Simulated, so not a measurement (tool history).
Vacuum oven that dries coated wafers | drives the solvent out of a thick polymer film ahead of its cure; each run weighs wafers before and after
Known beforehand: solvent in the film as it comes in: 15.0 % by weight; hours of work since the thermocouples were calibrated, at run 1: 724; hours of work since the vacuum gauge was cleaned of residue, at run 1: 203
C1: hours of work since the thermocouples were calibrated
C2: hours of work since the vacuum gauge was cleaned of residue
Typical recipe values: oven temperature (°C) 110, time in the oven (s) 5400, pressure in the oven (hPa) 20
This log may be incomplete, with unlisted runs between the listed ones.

run 1 hour=0 | oven_temperature_(°C)=110 time_in_the_oven_(s)=5400 pressure_in_the_oven_(hPa)=20 | C1=724 C2=203 | solvent_left_in_the_film_(%)=3.92
run 2 hour=118.6 | oven_temperature_(°C)=110 time_in_the_oven_(s)=5400 pressure_in_the_oven_(hPa)=20 | C1=798 C2=277 | solvent_left_in_the_film_(%)=3.82
run 3 hour=242.3 | oven_temperature_(°C)=110 time_in_the_oven_(s)=7560 pressure_in_the_oven_(hPa)=20 | C1=875 C2=354 | solvent_left_in_the_film_(%)=2.53
run 4 hour=311.4 | oven_temperature_(°C)=110 time_in_the_oven_(s)=5400 pressure_in_the_oven_(hPa)=20 | C1=918 C2=397 | solvent_left_in_the_film_(%)=3.82
run 5 hour=383.4 | oven_temperature_(°C)=110 time_in_the_oven_(s)=2700 pressure_in_the_oven_(hPa)=20 | C1=963 C2=442 | solvent_left_in_the_film_(%)=6.8
run 6 hour=506.8 | oven_temperature_(°C)=110 time_in_the_oven_(s)=2700 pressure_in_the_oven_(hPa)=20 | C1=1040 C2=519 | solvent_left_in_the_film_(%)=6.87
run 7 hour=623.6 | oven_temperature_(°C)=108 time_in_the_oven_(s)=2700 pressure_in_the_oven_(hPa)=20 | C1=1113 C2=592 | solvent_left_in_the_film_(%)=7.13
-- hour=636.2 oven's thermocouples calibrated
run 8 hour=734.4 | oven_temperature_(°C)=108 time_in_the_oven_(s)=2700 pressure_in_the_oven_(hPa)=74.1 | C1=61 C2=659 | solvent_left_in_the_film_(%)=7.68
run 9 hour=816.2 | oven_temperature_(°C)=108 time_in_the_oven_(s)=2700 pressure_in_the_oven_(hPa)=74.1 | C1=112 C2=710 | solvent_left_in_the_film_(%)=7.74
run 10 hour=872.5 | oven_temperature_(°C)=108 time_in_the_oven_(s)=2700 pressure_in_the_oven_(hPa)=74.1 | C1=147 C2=745 | solvent_left_in_the_film_(%)=7.8
run 11 hour=941.2 | oven_temperature_(°C)=108 time_in_the_oven_(s)=2700 pressure_in_the_oven_(hPa)=74.1 | C1=190 C2=788 | solvent_left_in_the_film_(%)=7.77
run 12 hour=1030.4 | oven_temperature_(°C)=101 time_in_the_oven_(s)=5400 pressure_in_the_oven_(hPa)=23.1 | C1=246 C2=844 | solvent_left_in_the_film_(%)=5.64
run 13 hour=1136.6 | oven_temperature_(°C)=96 time_in_the_oven_(s)=5400 pressure_in_the_oven_(hPa)=15.6 | C1=312 C2=910 | solvent_left_in_the_film_(%)=6.71
run 14 hour=1250.9 | oven_temperature_(°C)=96 time_in_the_oven_(s)=5400 pressure_in_the_oven_(hPa)=15.6 | C1=383 C2=981 | solvent_left_in_the_film_(%)=6.59
run 15 hour=1374 | oven_temperature_(°C)=101 time_in_the_oven_(s)=8580 pressure_in_the_oven_(hPa)=15.3 | C1=460 C2=1058 | solvent_left_in_the_film_(%)=3.63
run 16 hour=1489.7 | oven_temperature_(°C)=106 time_in_the_oven_(s)=9060 pressure_in_the_oven_(hPa)=15.9 | C1=532 C2=1130 | solvent_left_in_the_film_(%)=2.47
run 17 hour=1545.5 | oven_temperature_(°C)=110 time_in_the_oven_(s)=4680 pressure_in_the_oven_(hPa)=20 | C1=567 C2=1165 | solvent_left_in_the_film_(%)=4.41
run 18 hour=1640.8 | oven_temperature_(°C)=110 time_in_the_oven_(s)=5700 pressure_in_the_oven_(hPa)=23.4 | C1=626 C2=1224 | solvent_left_in_the_film_(%)=3.63
run 19 hour=1730.1 | oven_temperature_(°C)=110 time_in_the_oven_(s)=4740 pressure_in_the_oven_(hPa)=23.9 | C1=682 C2=1280 | solvent_left_in_the_film_(%)=4.48
run 20 hour=1846.4 | oven_temperature_(°C)=110 time_in_the_oven_(s)=4740 pressure_in_the_oven_(hPa)=23.9 | C1=754 C2=1352 | solvent_left_in_the_film_(%)=4.44
run 21 hour=1927.9 | oven_temperature_(°C)=109 time_in_the_oven_(s)=5400 pressure_in_the_oven_(hPa)=20 | C1=805 C2=1403 | solvent_left_in_the_film_(%)=4.13

Here are 5 independent what-if runs from the current tool condition. What would each one return?
run A hour=2045.6 | oven_temperature_(°C)=121 time_in_the_oven_(s)=6120 pressure_in_the_oven_(hPa)=18.4 | C1=878 C2=1476 | solvent_left_in_the_film_(%)=?
run B hour=2045.6 | oven_temperature_(°C)=110 time_in_the_oven_(s)=9480 pressure_in_the_oven_(hPa)=54.8 | C1=878 C2=1476 | solvent_left_in_the_film_(%)=?
run C hour=2045.6 | oven_temperature_(°C)=110 time_in_the_oven_(s)=6780 pressure_in_the_oven_(hPa)=25.1 | C1=878 C2=1476 | solvent_left_in_the_film_(%)=?
run D hour=2045.6 | oven_temperature_(°C)=109 time_in_the_oven_(s)=3900 pressure_in_the_oven_(hPa)=11.2 | C1=878 C2=1476 | solvent_left_in_the_film_(%)=?
run E hour=2045.6 | oven_temperature_(°C)=123 time_in_the_oven_(s)=6360 pressure_in_the_oven_(hPa)=49.1 | C1=878 C2=1476 | solvent_left_in_the_film_(%)=?

run=A solvent_left_in_the_film_(%)=1.47
run=B solvent_left_in_the_film_(%)=2.83
run=C solvent_left_in_the_film_(%)=3.14
run=D solvent_left_in_the_film_(%)=5.2
run=E solvent_left_in_the_film_(%)=1.57
Without the tool's unlogged condition, the same runs would have read:
run=A solvent_left_in_the_film_(%)=1.28
run=B solvent_left_in_the_film_(%)=2.57
run=C solvent_left_in_the_film_(%)=2.86
run=D solvent_left_in_the_film_(%)=4.91
run=E solvent_left_in_the_film_(%)=1.39
